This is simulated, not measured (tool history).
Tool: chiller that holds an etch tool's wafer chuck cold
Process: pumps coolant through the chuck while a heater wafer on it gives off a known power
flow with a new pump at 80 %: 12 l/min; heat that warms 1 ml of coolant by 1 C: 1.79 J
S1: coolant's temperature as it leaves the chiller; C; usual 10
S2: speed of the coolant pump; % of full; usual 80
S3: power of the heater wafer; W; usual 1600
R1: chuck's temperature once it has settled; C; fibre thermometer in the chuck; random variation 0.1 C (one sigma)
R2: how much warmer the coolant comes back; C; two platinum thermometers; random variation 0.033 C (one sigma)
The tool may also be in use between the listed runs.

run 1 day=0 | S1=10 S2=80 S3=1600 | R1=21.9 R2=4.53
run 2 day=0.658 | S1=10 S2=80 S3=1600 | R1=21.8 R2=4.51
run 3 day=2.05 | S1=10 S2=80 S3=1600 | R1=21.8 R2=4.53
run 4 day=3.125 | S1=10 S2=80 S3=1600 | R1=22.1 R2=4.54
run 5 day=4.529 | S1=10 S2=80 S3=1600 | R1=21.9 R2=4.57
run 6 day=5.867 | S1=10 S2=67 S3=1600 | R1=23.6 R2=5.58
run 7 day=6.604 | S1=10 S2=67 S3=1600 | R1=23.7 R2=5.57
run 8 day=7.817 | S1=10 S2=67 S3=1600 | R1=23.9 R2=5.49
run 9 day=8.6 | S1=5 S2=80 S3=1600 | R1=17 R2=4.54
run 10 day=9.858 | S1=16 S2=80 S3=1600 | R1=27.8 R2=4.55
run 11 day=11.167 | S1=16 S2=80 S3=1600 | R1=27.9 R2=4.58
run 12 day=12.154 | S1=16 S2=80 S3=1600 | R1=27.9 R2=4.57
-- day=12.271 chiller's thermometer calibrated
run 13 day=13.071 | S1=10 S2=80 S3=1600 | R1=21.4 R2=4.5
run 14 day=14.225 | S1=10 S2=80 S3=1600 | R1=21.5 R2=4.51
run 15 day=15.596 | S1=10 S2=80 S3=1600 | R1=21.5 R2=4.54
run 16 day=16.704 | S1=10 S2=74 S3=1600 | R1=22.3 R2=4.97
run 17 day=18.088 | S1=10 S2=74 S3=1600 | R1=22.2 R2=4.94
run 18 day=19.404 | S1=18 S2=80 S3=1734 | R1=30.4 R2=4.95
run 19 day=20 | S1=7 S2=87 S3=1734 | R1=18.5 R2=4.45
run 20 day=20.958 | S1=7 S2=70 S3=1237 | R1=16.9 R2=4.11
run 21 day=21.642 | S1=10 S2=73 S3=942 | R1=17.3 R2=2.94
run 22 day=22.367 | S1=8 S2=94 S3=1679 | R1=18.6 R2=3.98
run 23 day=23.346 | S1=10 S2=80 S3=1213 | R1=18.8 R2=3.43
run 24 day=24.338 | S1=16 S2=80 S3=1882 | R1=29.6 R2=5.38
run 25 day=25.617 | S1=7 S2=64 S3=2360 | R1=27.5 R2=8.63
run 26 day=27.05 | S1=7 S2=64 S3=2360 | R1=27.3 R2=8.58

Run 27 comes next. What will it give?
run 27 day=27.975 | S1=4 S2=80 S3=861 | R1=? R2=?

Run 27 gave R1 10.2 C, R2 2.46 C.
Without the tool's hidden state the same run would have given R1 9.6 C, R2 2.4 C.

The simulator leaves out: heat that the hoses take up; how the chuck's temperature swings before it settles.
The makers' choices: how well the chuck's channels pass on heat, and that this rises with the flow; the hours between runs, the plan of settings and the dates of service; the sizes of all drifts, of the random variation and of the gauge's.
